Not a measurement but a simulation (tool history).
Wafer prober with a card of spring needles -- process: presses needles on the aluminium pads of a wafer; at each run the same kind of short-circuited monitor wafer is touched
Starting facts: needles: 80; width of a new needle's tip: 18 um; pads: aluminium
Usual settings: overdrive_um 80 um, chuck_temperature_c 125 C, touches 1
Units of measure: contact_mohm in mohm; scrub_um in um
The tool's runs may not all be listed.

run 1 day=0 | overdrive_um=80 chuck_temperature_c=125 touches=1 | contact_mohm=189 scrub_um=18.31
-- day=0.304 tips cleaned on abrasive film
-- day=0.808 tips cleaned on abrasive film
-- day=1.317 tips cleaned on abrasive film
run 2 day=1.325 | overdrive_um=80 chuck_temperature_c=125 touches=1 | contact_mohm=173 scrub_um=18.24
-- day=1.75 tips cleaned on abrasive film
-- day=2.271 tips cleaned on abrasive film
run 3 day=2.275 | overdrive_um=80 chuck_temperature_c=125 touches=1 | contact_mohm=172 scrub_um=18.24
-- day=2.742 tips cleaned on abrasive film
-- day=3.229 tips cleaned on abrasive film
run 4 day=3.358 | overdrive_um=80 chuck_temperature_c=125 touches=1 | contact_mohm=182 scrub_um=18.2
-- day=3.675 tips cleaned on abrasive film
-- day=4.175 tips cleaned on abrasive film
-- day=4.638 tips cleaned on abrasive film
run 5 day=4.833 | overdrive_um=80 chuck_temperature_c=125 touches=2 | contact_mohm=182 scrub_um=18.12
-- day=5.121 tips cleaned on abrasive film
-- day=5.575 tips cleaned on abrasive film
-- day=6.067 tips cleaned on abrasive film
run 6 day=6.142 | overdrive_um=80 chuck_temperature_c=125 touches=2 | contact_mohm=178 scrub_um=18.06
-- day=6.475 height of the first contact set anew
-- day=6.583 tips cleaned on abrasive film
-- day=7.108 tips cleaned on abrasive film
run 7 day=7.458 | overdrive_um=80 chuck_temperature_c=64 touches=1 | contact_mohm=186 scrub_um=18.47
-- day=7.554 tips cleaned on abrasive film
-- day=8.038 tips cleaned on abrasive film
-- day=8.538 tips cleaned on abrasive film
run 8 day=8.708 | overdrive_um=80 chuck_temperature_c=64 touches=1 | contact_mohm=178 scrub_um=18.4
-- day=9.054 tips cleaned on abrasive film
-- day=9.542 tips cleaned on abrasive film
run 9 day=9.892 | overdrive_um=86 chuck_temperature_c=38 touches=3 | contact_mohm=163 scrub_um=19.73

For run 10, what comes out?
-- day=10.004 tips cleaned on abrasive film
-- day=10.508 tips cleaned on abrasive film
run 10 day=10.679 | overdrive_um=86 chuck_temperature_c=38 touches=3 | contact_mohm=? scrub_um=?

contact_mohm: 160 mohm
scrub_um: 19.69 um
With no hidden state in the tool, this same run would have given contact_mohm 152 mohm, scrub_um 19.89 um.
